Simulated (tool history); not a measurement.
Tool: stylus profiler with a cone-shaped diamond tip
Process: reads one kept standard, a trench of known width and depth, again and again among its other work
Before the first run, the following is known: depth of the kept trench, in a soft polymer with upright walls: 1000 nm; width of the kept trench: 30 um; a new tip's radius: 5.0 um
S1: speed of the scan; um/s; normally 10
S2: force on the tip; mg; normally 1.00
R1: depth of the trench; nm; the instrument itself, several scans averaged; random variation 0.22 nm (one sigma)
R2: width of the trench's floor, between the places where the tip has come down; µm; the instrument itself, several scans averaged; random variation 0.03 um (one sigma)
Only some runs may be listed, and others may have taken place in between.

run,hour,S1,S2,R1,R2
1,0.0,10,1.00,1004.29,23.75
2,13.1,10,1.00,1004.92,23.80
3,25.6,10,1.00,1004.94,23.70
4,33.4,10,1.00,1004.22,23.74
5,40.3,10,2.68,1009.01,23.74
6,54.4,10,2.68,1009.27,23.79
7,69.1,10,2.68,1008.66,23.70
8,83.3,10,2.68,1008.51,23.70
9,92.4,10,2.68,1008.65,23.65
10,104.3,10,2.68,1008.47,23.66
11,111.5,10,1.00,1004.03,23.67
12,121.8,10,1.00,1003.93,23.59
13,133.8,10,1.00,1004.23,23.63
14,140.9,10,0.87,1003.47,23.63
15,155.5,10,0.60,1002.45,23.55
16,168.8,10,0.60,1002.23,23.57
17,184.0,10,1.00,1004.01,23.54
18,192.4,10,1.00,1003.53,23.55
19,199.4,10,1.00,1003.10,23.51
20,210.8,5,2.64,1007.50,23.53
21,223.0,11,2.64,1007.30,23.51
22,231.8,10,0.89,1004.32,23.50
23,245.3,2,0.36,1002.49,23.53
24,252.1,2,0.68,1003.54,23.53
25,260.8,4,0.41,1002.99,23.44
26,274.9,4,0.41,1002.41,23.49
27,290.0,9,1.13,1004.71,23.42
28,305.5,13,1.98,1007.35,23.41
29,318.5,13,1.98,1007.43,23.36
30,327.4,13,1.98,1007.70,23.41
31,336.5,26,0.80,1003.60,23.26
32,350.8,16,0.55,1003.17,23.29
33,365.0,16,0.55,1002.89,23.21
34,378.6,16,0.95,1004.60,23.24
35,393.1,16,0.95,1004.09,23.23

The log once held 2 entries between its listed runs, left out of this copy. Where does each go, and what is different about the tool's unlogged condition between the listed run before it and the listed run after it?
In the gap between runs 17 and 18: height scale calibrated on a step standard (hour 185.2)
  radius of the tip, um: 5.62 -> 5.64; height scale over the true one, %: -0.084 -> -0.138
  what was measured, less what the result would be without the hidden state, R1: -0.85 -> -1.39 nm; R2: -0.40 -> -0.41 µm
In the gap between runs 21 and 22: height scale calibrated on a step standard, once more (hour 226.7)
  radius of the tip, um: 5.71 -> 5.72; height scale over the true one, %: -0.149 -> 0.02
  what was measured, less what the result would be without the hidden state, R1: -1.51 -> +0.19 nm; R2: -0.45 -> -0.47 µm

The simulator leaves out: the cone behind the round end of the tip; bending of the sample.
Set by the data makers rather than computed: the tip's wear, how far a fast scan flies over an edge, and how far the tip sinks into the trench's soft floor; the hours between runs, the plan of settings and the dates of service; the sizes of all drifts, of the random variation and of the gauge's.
